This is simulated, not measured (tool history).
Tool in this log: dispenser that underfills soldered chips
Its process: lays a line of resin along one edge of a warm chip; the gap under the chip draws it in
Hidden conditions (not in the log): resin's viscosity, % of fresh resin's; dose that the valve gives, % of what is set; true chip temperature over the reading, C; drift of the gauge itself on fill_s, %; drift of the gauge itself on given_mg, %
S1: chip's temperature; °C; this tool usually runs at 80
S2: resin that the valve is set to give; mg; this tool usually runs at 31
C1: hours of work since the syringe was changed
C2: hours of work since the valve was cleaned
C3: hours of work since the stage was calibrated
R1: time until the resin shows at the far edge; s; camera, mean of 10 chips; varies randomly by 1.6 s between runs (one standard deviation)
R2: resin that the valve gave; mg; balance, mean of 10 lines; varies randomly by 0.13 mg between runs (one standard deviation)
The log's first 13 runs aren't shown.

{"run": 14, "hour": 80.5, "S1": 80, "S2": 28.7, "C1": 11, "C2": 50, "C3": 143, "R1": 412.2, "R2": 27.36}
{"hour": 82.1, "done": "new syringe of resin"}
{"run": 15, "hour": 86.4, "S1": 80, "S2": 28.7, "C1": 3, "C2": 53, "C3": 147, "R1": 208.9, "R2": 27.29}
{"run": 16, "hour": 90.0, "S1": 80, "S2": 31, "C1": 5, "C2": 55, "C3": 149, "R1": 249.5, "R2": 29.67}
{"run": 17, "hour": 96.8, "S1": 92, "S2": 31, "C1": 9, "C2": 60, "C3": 153, "R1": 236.4, "R2": 29.42}
{"hour": 101.1, "done": "new syringe of resin"}
{"run": 18, "hour": 104.4, "S1": 92, "S2": 31, "C1": 2, "C2": 64, "C3": 158, "R1": 132.2, "R2": 29.2}
{"run": 19, "hour": 112.7, "S1": 92, "S2": 31, "C1": 7, "C2": 70, "C3": 163, "R1": 202, "R2": 29.43}
{"run": 20, "hour": 116.4, "S1": 75, "S2": 32.2, "C1": 10, "C2": 72, "C3": 166, "R1": 420.8, "R2": 30.26}
{"hour": 120.0, "done": "new syringe of resin"}
{"run": 21, "hour": 121.5, "S1": 65, "S2": 36.5, "C1": 1, "C2": 75, "C3": 169, "R1": 300.9, "R2": 34.11}
{"run": 22, "hour": 130.0, "S1": 77, "S2": 36.5, "C1": 6, "C2": 81, "C3": 174, "R1": 297, "R2": 33.99}
{"run": 23, "hour": 136.7, "S1": 92, "S2": 32.6, "C1": 11, "C2": 85, "C3": 178, "R1": 263.6, "R2": 30.18}
{"hour": 139.3, "done": "new syringe of resin"}
{"run": 24, "hour": 141.2, "S1": 76, "S2": 32.6, "C1": 1, "C2": 87, "C3": 181, "R1": 210.4, "R2": 30.07}
{"run": 25, "hour": 148.6, "S1": 85, "S2": 26.7, "C1": 6, "C2": 92, "C3": 186, "R1": 236.5, "R2": 24.43}
{"run": 26, "hour": 153.9, "S1": 93, "S2": 26.9, "C1": 9, "C2": 96, "C3": 189, "R1": 235.6, "R2": 24.67}
{"hour": 158.6, "done": "new syringe of resin"}
{"run": 27, "hour": 159.0, "S1": 81, "S2": 31.6, "C1": 0, "C2": 99, "C3": 192, "R1": 167.7, "R2": 28.93}
{"hour": 164.0, "done": "dispensing valve cleaned and set on the balance"}
{"run": 28, "hour": 167.3, "S1": 80, "S2": 37.3, "C1": 5, "C2": 2, "C3": 197, "R1": 238.3, "R2": 37.4}
{"run": 29, "hour": 173.9, "S1": 88, "S2": 40.3, "C1": 9, "C2": 6, "C3": 201, "R1": 254.9, "R2": 39.96}
{"hour": 178.9, "done": "new syringe of resin"}
{"run": 30, "hour": 179.7, "S1": 86, "S2": 36.4, "C1": 0, "C2": 10, "C3": 205, "R1": 139, "R2": 36.19}
{"run": 31, "hour": 184.7, "S1": 66, "S2": 26.9, "C1": 4, "C2": 13, "C3": 208, "R1": 375.6, "R2": 26.55}
{"run": 32, "hour": 192.6, "S1": 89, "S2": 36.5, "C1": 9, "C2": 18, "C3": 213, "R1": 242.6, "R2": 36.12}
{"run": 33, "hour": 197.0, "S1": 80, "S2": 34.3, "C1": 11, "C2": 21, "C3": 216, "R1": 410.3, "R2": 34.21}
{"hour": 198.0, "done": "new syringe of resin"}
{"run": 34, "hour": 202.7, "S1": 80, "S2": 34.3, "C1": 3, "C2": 24, "C3": 219, "R1": 207.8, "R2": 33.74}
{"run": 35, "hour": 207.5, "S1": 92, "S2": 30.6, "C1": 6, "C2": 27, "C3": 222, "R1": 181.1, "R2": 29.74}

3 ways to go on from here, each from the tool as it stands after run 35. What would each give?
{"run": "A", "hour": 212.0, "S1": 91, "S2": 30.1, "C1": 9, "C2": 30, "C3": 225, "R1": "?", "R2": "?"}
{"run": "B", "hour": 212.0, "S1": 70, "S2": 27.4, "C1": 9, "C2": 30, "C3": 225, "R1": "?", "R2": "?"}
{"run": "C", "hour": 212.0, "S1": 65, "S2": 30.3, "C1": 9, "C2": 30, "C3": 225, "R1": "?", "R2": "?"}

run=A R1=236.3 R2=29.34
run=B R1=491.7 R2=26.9
run=C R1=568.1 R2=29.68
Stripped of hidden state, with their random variation kept, the same runs would have yielded:
run=A R1=111.7 R2=30.07
run=B R1=231.2 R2=27.57
run=C R1=267.1 R2=30.43

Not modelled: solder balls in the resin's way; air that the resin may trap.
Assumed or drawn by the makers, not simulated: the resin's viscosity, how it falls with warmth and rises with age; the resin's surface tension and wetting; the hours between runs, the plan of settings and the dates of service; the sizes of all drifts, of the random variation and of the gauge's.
